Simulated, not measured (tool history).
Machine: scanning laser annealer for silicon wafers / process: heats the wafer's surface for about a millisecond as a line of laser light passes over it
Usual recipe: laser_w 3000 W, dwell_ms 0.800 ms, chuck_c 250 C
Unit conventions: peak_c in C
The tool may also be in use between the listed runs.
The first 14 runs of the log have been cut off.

run,hour,laser_w,dwell_ms,chuck_c,hours of work since the window was cleaned,hours of work since the power meter was calibrated,hours of work since the optics were aligned,peak_c
15,566.7,3000,0.800,234,336,763,41,921
16,617.9,3000,0.800,234,357,784,63,923
17,665.3,3000,0.749,234,377,804,82,900
18,703.3,3000,0.800,217,393,820,98,903
19,731.5,3000,0.800,217,405,832,110,901
20,782.4,3014,0.800,250,426,853,132,934
21,813.1,2824,0.603,250,439,866,144,811
22,848.8,2824,0.603,250,454,881,159,811
23,901.6,2824,0.603,250,476,903,181,809
24,928.2,2824,0.603,250,487,914,193,810

What will run 25 give?
# hour 950.3: window over the wafer cleaned
25,977.8,3287,0.823,283,12,934,213,?

Run 25 measured peak_c 1072 C.
Had the tool carried no hidden state, the very same run would have given peak_c 1084 C.
